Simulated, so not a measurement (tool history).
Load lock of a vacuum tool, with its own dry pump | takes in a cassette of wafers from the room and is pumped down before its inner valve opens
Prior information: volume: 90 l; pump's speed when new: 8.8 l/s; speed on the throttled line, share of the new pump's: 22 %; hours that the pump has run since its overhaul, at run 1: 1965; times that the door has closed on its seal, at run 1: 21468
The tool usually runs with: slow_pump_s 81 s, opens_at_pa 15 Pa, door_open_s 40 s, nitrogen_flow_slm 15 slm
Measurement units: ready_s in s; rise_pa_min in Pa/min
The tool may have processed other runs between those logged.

run,hour,slow_pump_s,opens_at_pa,door_open_s,nitrogen_flow_slm,hours that the pump has run since its overhaul,times that the door has closed on its seal,"incoming humidity of the room's air, %",ready_s,rise_pa_min
1,0,81,15,40,15,1965,21468,43.1,154.5,0.07
2,203.2,81,15,40,15,2168,22095,44,155.8,0.072
3,307.2,81,15,40,23,2272,22416,45.8,156.6,0.074
4,467.8,44,15,40,15,2433,22911,43.7,127.1,0.074
5,572.8,81,15,54,15,2538,23234,45,155.2,0.081
6,665.5,81,15,54,15,2631,23520,43.8,155.6,0.087
7,881.1,81,15,40,15,2846,24185,46.4,155.9,0.084
8,1098.1,81,15,40,15,3063,24854,46.9,155.2,0.089
9,1196.8,81,15,40,15,3162,25158,45.4,157.3,0.085
10,1396.8,81,15,40,15,3362,25775,45.3,157.1,0.088
11,1594.5,81,15,187,15,3560,26384,41.4,157,0.121
12,1708,81,15,187,26,3673,26734,43.3,159.5,0.11
13,1864.8,81,15,187,26,3830,27217,43.5,157.7,0.106
14,1968.8,81,15,187,26,3934,27538,44.1,158.2,0.114
15,2068.1,75,28,40,12,4033,27844,49.7,146.4,0.105
16,2279.3,75,28,40,12,4244,28495,42.7,146.5,0.103
17,2395.3,125,15,40,15,4360,28853,42.8,193.8,0.099
18,2575.9,125,15,40,15,4541,29410,48.1,191.1,0.108
19,2678.8,81,15,40,18,4644,29727,44.7,159.3,0.116
20,2874.7,81,15,40,18,4840,30331,45.4,159.3,0.119
21,2989.4,107,19,154,33,4955,30684,42.8,175.6,0.123
22,3153.9,112,15,168,26,5119,31192,46.7,182.6,0.134
23,3271.5,136,29,82,21,5237,31554,46.7,195,0.126
24,3489,136,26,33,21,5454,32225,43.7,197.5,0.122
25,3694,136,26,33,21,5659,32857,45.5,196.1,0.128
26,3788,136,26,33,21,5753,33146,41.5,197.3,0.124
27,3891.3,136,26,33,21,5856,33465,48.1,195.6,0.13

Here are 5 independent what-if runs from the current tool condition. What would each one return?
A,3994.5,137,15,40,15,5960,33783,43.9,?,?
B,3994.5,55,26,44,28,5960,33783,45.5,?,?
C,3994.5,61,26,80,7,5960,33783,45.3,?,?
D,3994.5,81,15,158,15,5960,33783,44.9,?,?
E,3994.5,120,16,125,15,5960,33783,44.1,?,?

run,ready_s,rise_pa_min
A,201.6,0.133
B,134.4,0.132
C,138.5,0.156
D,159.5,0.163
E,189.9,0.152
Had the tool no hidden state, the same runs would have come out as:
run,ready_s,rise_pa_min
A,195.6,0.012
B,127.2,0.012
C,131.4,0.034
D,152.3,0.04
E,183.5,0.03

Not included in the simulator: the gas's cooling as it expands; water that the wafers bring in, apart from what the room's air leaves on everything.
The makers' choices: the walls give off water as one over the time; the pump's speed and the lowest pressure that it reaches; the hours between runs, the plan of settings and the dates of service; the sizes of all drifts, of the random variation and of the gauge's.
